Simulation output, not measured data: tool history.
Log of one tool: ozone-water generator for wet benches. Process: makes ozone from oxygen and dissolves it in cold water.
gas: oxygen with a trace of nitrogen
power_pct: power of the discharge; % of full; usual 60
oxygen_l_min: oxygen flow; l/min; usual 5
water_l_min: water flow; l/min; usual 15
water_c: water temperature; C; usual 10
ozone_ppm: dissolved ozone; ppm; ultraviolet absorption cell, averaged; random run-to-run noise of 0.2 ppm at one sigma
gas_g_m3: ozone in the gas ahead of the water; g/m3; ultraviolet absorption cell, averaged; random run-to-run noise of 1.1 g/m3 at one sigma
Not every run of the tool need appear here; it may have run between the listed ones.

run 1 day=0 | power_pct=60 oxygen_l_min=5 water_l_min=15 water_c=10 | ozone_ppm=28.8 gas_g_m3=195.8
run 2 day=1.012 | power_pct=60 oxygen_l_min=5 water_l_min=15 water_c=10 | ozone_ppm=28.5 gas_g_m3=195.9
run 3 day=1.921 | power_pct=60 oxygen_l_min=5 water_l_min=15 water_c=10 | ozone_ppm=28.5 gas_g_m3=196
run 4 day=2.788 | power_pct=60 oxygen_l_min=5 water_l_min=15 water_c=10 | ozone_ppm=28.5 gas_g_m3=195.2
run 5 day=3.979 | power_pct=60 oxygen_l_min=2.82 water_l_min=15 water_c=10 | ozone_ppm=25.9 gas_g_m3=248.2
run 6 day=5.133 | power_pct=60 oxygen_l_min=2.82 water_l_min=15 water_c=10 | ozone_ppm=25.5 gas_g_m3=247.4
run 7 day=6.433 | power_pct=60 oxygen_l_min=2.82 water_l_min=15 water_c=10 | ozone_ppm=25.4 gas_g_m3=245.7
run 8 day=7.108 | power_pct=60 oxygen_l_min=5 water_l_min=15 water_c=10 | ozone_ppm=28.9 gas_g_m3=194.9
run 9 day=8.229 | power_pct=57 oxygen_l_min=5 water_l_min=15 water_c=10 | ozone_ppm=27.3 gas_g_m3=186.8
run 10 day=9.4 | power_pct=57 oxygen_l_min=5 water_l_min=15 water_c=10 | ozone_ppm=27.3 gas_g_m3=187.9
run 11 day=10.425 | power_pct=57 oxygen_l_min=5 water_l_min=16 water_c=10 | ozone_ppm=26.3 gas_g_m3=187.4
run 12 day=11.738 | power_pct=57 oxygen_l_min=5 water_l_min=16 water_c=10 | ozone_ppm=26 gas_g_m3=189
run 13 day=12.733 | power_pct=57 oxygen_l_min=5 water_l_min=16 water_c=10 | ozone_ppm=26.2 gas_g_m3=187.8
run 14 day=13.683 | power_pct=60 oxygen_l_min=5 water_l_min=15 water_c=10 | ozone_ppm=28.5 gas_g_m3=194.6
run 15 day=14.625 | power_pct=68 oxygen_l_min=5 water_l_min=15 water_c=10 | ozone_ppm=31.6 gas_g_m3=214.9
run 16 day=15.217 | power_pct=68 oxygen_l_min=5 water_l_min=15 water_c=10 | ozone_ppm=31.1 gas_g_m3=215.1
run 17 day=16.021 | power_pct=68 oxygen_l_min=5 water_l_min=15 water_c=10 | ozone_ppm=31.4 gas_g_m3=215.1
run 18 day=17.279 | power_pct=60 oxygen_l_min=5 water_l_min=15 water_c=10 | ozone_ppm=28 gas_g_m3=194.8

Run 19, settings as shown, results not yet in. Your forecast:
run 19 day=18.579 | power_pct=48 oxygen_l_min=5 water_l_min=15 water_c=10 | ozone_ppm=? gas_g_m3=?

{"run 19": {"ozone_ppm": 23.9, "gas_g_m3": 164.9}}
With the hidden condition absent and the run-to-run variation left alone, this run would have shown ozone_ppm 24.8 ppm, gas_g_m3 165.7 g/m3.
